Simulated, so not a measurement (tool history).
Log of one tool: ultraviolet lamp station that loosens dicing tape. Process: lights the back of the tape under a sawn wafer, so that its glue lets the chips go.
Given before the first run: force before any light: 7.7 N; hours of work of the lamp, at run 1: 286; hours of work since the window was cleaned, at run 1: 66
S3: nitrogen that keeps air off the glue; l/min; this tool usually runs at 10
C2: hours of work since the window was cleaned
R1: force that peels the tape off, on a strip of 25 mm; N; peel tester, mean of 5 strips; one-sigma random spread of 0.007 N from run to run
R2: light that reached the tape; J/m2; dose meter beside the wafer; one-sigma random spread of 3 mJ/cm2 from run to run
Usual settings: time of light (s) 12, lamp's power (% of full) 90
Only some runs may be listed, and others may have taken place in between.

run 1 hour=0.0 | time_of_light_(s)=12 lamp's_power_(%_of_full)=90 S3=10 | hours_of_work_of_the_lamp=286 C2=66 | R1=0.232 R2=4480
run 2 hour=9.1 | time_of_light_(s)=12 lamp's_power_(%_of_full)=90 S3=10 | hours_of_work_of_the_lamp=293 C2=73 | R1=0.245 R2=4480
run 3 hour=22.9 | time_of_light_(s)=12 lamp's_power_(%_of_full)=90 S3=10 | hours_of_work_of_the_lamp=303 C2=83 | R1=0.245 R2=4480
run 4 hour=33.4 | time_of_light_(s)=12 lamp's_power_(%_of_full)=90 S3=10 | hours_of_work_of_the_lamp=311 C2=91 | R1=0.238 R2=4550
run 5 hour=46.3 | time_of_light_(s)=12 lamp's_power_(%_of_full)=90 S3=10 | hours_of_work_of_the_lamp=321 C2=101 | R1=0.239 R2=4530
run 6 hour=57.2 | time_of_light_(s)=12 lamp's_power_(%_of_full)=90 S3=15 | hours_of_work_of_the_lamp=329 C2=110 | R1=0.204 R2=4480
run 7 hour=68.4 | time_of_light_(s)=12 lamp's_power_(%_of_full)=90 S3=10 | hours_of_work_of_the_lamp=338 C2=118 | R1=0.249 R2=4480
run 8 hour=82.6 | time_of_light_(s)=12 lamp's_power_(%_of_full)=90 S3=10 | hours_of_work_of_the_lamp=349 C2=129 | R1=0.230 R2=4450
run 9 hour=96.3 | time_of_light_(s)=12 lamp's_power_(%_of_full)=90 S3=10 | hours_of_work_of_the_lamp=360 C2=140 | R1=0.238 R2=4470
run 10 hour=103.6 | time_of_light_(s)=12 lamp's_power_(%_of_full)=90 S3=7 | hours_of_work_of_the_lamp=365 C2=145 | R1=0.306 R2=4450
run 11 hour=116.9 | time_of_light_(s)=12 lamp's_power_(%_of_full)=90 S3=10 | hours_of_work_of_the_lamp=375 C2=155 | R1=0.236 R2=4490
run 12 hour=126.7 | time_of_light_(s)=12 lamp's_power_(%_of_full)=90 S3=9 | hours_of_work_of_the_lamp=383 C2=163 | R1=0.271 R2=4460
run 13 hour=140.1 | time_of_light_(s)=12 lamp's_power_(%_of_full)=90 S3=10 | hours_of_work_of_the_lamp=393 C2=173 | R1=0.245 R2=4480
run 14 hour=151.4 | time_of_light_(s)=12 lamp's_power_(%_of_full)=90 S3=10 | hours_of_work_of_the_lamp=402 C2=182 | R1=0.244 R2=4470
run 15 hour=165.8 | time_of_light_(s)=12 lamp's_power_(%_of_full)=90 S3=10 | hours_of_work_of_the_lamp=413 C2=193 | R1=0.239 R2=4530
run 16 hour=180.1 | time_of_light_(s)=12 lamp's_power_(%_of_full)=90 S3=10 | hours_of_work_of_the_lamp=424 C2=204 | R1=0.246 R2=4490
run 17 hour=190.1 | time_of_light_(s)=8 lamp's_power_(%_of_full)=90 S3=10 | hours_of_work_of_the_lamp=431 C2=212 | R1=0.618 R2=3010
-- hour=200.6 window cleaned of glue's vapour
run 18 hour=203.7 | time_of_light_(s)=8 lamp's_power_(%_of_full)=90 S3=10 | hours_of_work_of_the_lamp=441 C2=2 | R1=0.643 R2=3020
run 19 hour=212.8 | time_of_light_(s)=8 lamp's_power_(%_of_full)=89 S3=10 | hours_of_work_of_the_lamp=448 C2=9 | R1=0.654 R2=3020
run 20 hour=228.1 | time_of_light_(s)=8 lamp's_power_(%_of_full)=89 S3=10 | hours_of_work_of_the_lamp=460 C2=21 | R1=0.659 R2=2950
run 21 hour=242.8 | time_of_light_(s)=10 lamp's_power_(%_of_full)=90 S3=10 | hours_of_work_of_the_lamp=472 C2=32 | R1=0.372 R2=3740
run 22 hour=253.1 | time_of_light_(s)=10 lamp's_power_(%_of_full)=90 S3=10 | hours_of_work_of_the_lamp=479 C2=40 | R1=0.374 R2=3730
run 23 hour=268.8 | time_of_light_(s)=10 lamp's_power_(%_of_full)=90 S3=10 | hours_of_work_of_the_lamp=491 C2=52 | R1=0.371 R2=3750
run 24 hour=280.0 | time_of_light_(s)=7 lamp's_power_(%_of_full)=90 S3=10 | hours_of_work_of_the_lamp=500 C2=61 | R1=0.836 R2=2600
run 25 hour=291.3 | time_of_light_(s)=7 lamp's_power_(%_of_full)=90 S3=10 | hours_of_work_of_the_lamp=509 C2=70 | R1=0.846 R2=2580
run 26 hour=302.4 | time_of_light_(s)=8 lamp's_power_(%_of_full)=73 S3=4 | hours_of_work_of_the_lamp=517 C2=78 | R1=1.527 R2=2440
run 27 hour=309.8 | time_of_light_(s)=11 lamp's_power_(%_of_full)=73 S3=14 | hours_of_work_of_the_lamp=523 C2=84 | R1=0.410 R2=3340
run 28 hour=322.0 | time_of_light_(s)=18 lamp's_power_(%_of_full)=67 S3=10 | hours_of_work_of_the_lamp=532 C2=93 | R1=0.189 R2=5060
run 29 hour=329.5 | time_of_light_(s)=14 lamp's_power_(%_of_full)=90 S3=9 | hours_of_work_of_the_lamp=538 C2=99 | R1=0.179 R2=5280
run 30 hour=347.1 | time_of_light_(s)=14 lamp's_power_(%_of_full)=90 S3=4 | hours_of_work_of_the_lamp=552 C2=112 | R1=0.297 R2=5270
run 31 hour=362.5 | time_of_light_(s)=15 lamp's_power_(%_of_full)=86 S3=17 | hours_of_work_of_the_lamp=563 C2=124 | R1=0.145 R2=5440
run 32 hour=376.1 | time_of_light_(s)=15 lamp's_power_(%_of_full)=86 S3=17 | hours_of_work_of_the_lamp=574 C2=135 | R1=0.142 R2=5300
run 33 hour=389.9 | time_of_light_(s)=15 lamp's_power_(%_of_full)=86 S3=17 | hours_of_work_of_the_lamp=584 C2=145 | R1=0.142 R2=5390
run 34 hour=404.8 | time_of_light_(s)=19 lamp's_power_(%_of_full)=72 S3=4 | hours_of_work_of_the_lamp=596 C2=157 | R1=0.251 R2=5650
run 35 hour=421.5 | time_of_light_(s)=19 lamp's_power_(%_of_full)=72 S3=4 | hours_of_work_of_the_lamp=609 C2=170 | R1=0.242 R2=5650
run 36 hour=433.8 | time_of_light_(s)=19 lamp's_power_(%_of_full)=72 S3=4 | hours_of_work_of_the_lamp=618 C2=179 | R1=0.238 R2=5700
run 37 hour=443.2 | time_of_light_(s)=12 lamp's_power_(%_of_full)=90 S3=16 | hours_of_work_of_the_lamp=625 C2=186 | R1=0.193 R2=4520
run 38 hour=458.4 | time_of_light_(s)=12 lamp's_power_(%_of_full)=90 S3=16 | hours_of_work_of_the_lamp=637 C2=198 | R1=0.208 R2=4510
run 39 hour=473.6 | time_of_light_(s)=18 lamp's_power_(%_of_full)=90 S3=10 | hours_of_work_of_the_lamp=649 C2=209 | R1=0.127 R2=6770
-- hour=485.9 window cleaned of glue's vapour
run 40 hour=486.6 | time_of_light_(s)=18 lamp's_power_(%_of_full)=90 S3=10 | hours_of_work_of_the_lamp=658 C2=1 | R1=0.132 R2=6770
run 41 hour=503.2 | time_of_light_(s)=18 lamp's_power_(%_of_full)=90 S3=10 | hours_of_work_of_the_lamp=671 C2=13 | R1=0.130 R2=6730
run 42 hour=518.6 | time_of_light_(s)=23 lamp's_power_(%_of_full)=83 S3=6 | hours_of_work_of_the_lamp=683 C2=25 | R1=0.133 R2=7970

Branching from run 42: 4 alternative next runs. What would each branch give?
run A hour=535.9 | time_of_light_(s)=8 lamp's_power_(%_of_full)=90 S3=3 | hours_of_work_of_the_lamp=696 C2=38 | R1=? R2=?
run B hour=535.9 | time_of_light_(s)=13 lamp's_power_(%_of_full)=88 S3=7 | hours_of_work_of_the_lamp=696 C2=38 | R1=? R2=?
run C hour=535.9 | time_of_light_(s)=12 lamp's_power_(%_of_full)=97 S3=6 | hours_of_work_of_the_lamp=696 C2=38 | R1=? R2=?
run D hour=535.9 | time_of_light_(s)=22 lamp's_power_(%_of_full)=95 S3=14 | hours_of_work_of_the_lamp=696 C2=38 | R1=? R2=?

run=A R1=1.205 R2=3000
run=B R1=0.269 R2=4770
run=C R1=0.274 R2=4880
run=D R1=0.100 R2=8740
What these runs would have given with no unlogged condition in the tool:
run=A R1=1.201 R2=3010
run=B R1=0.268 R2=4780
run=C R1=0.272 R2=4890
run=D R1=0.100 R2=8760
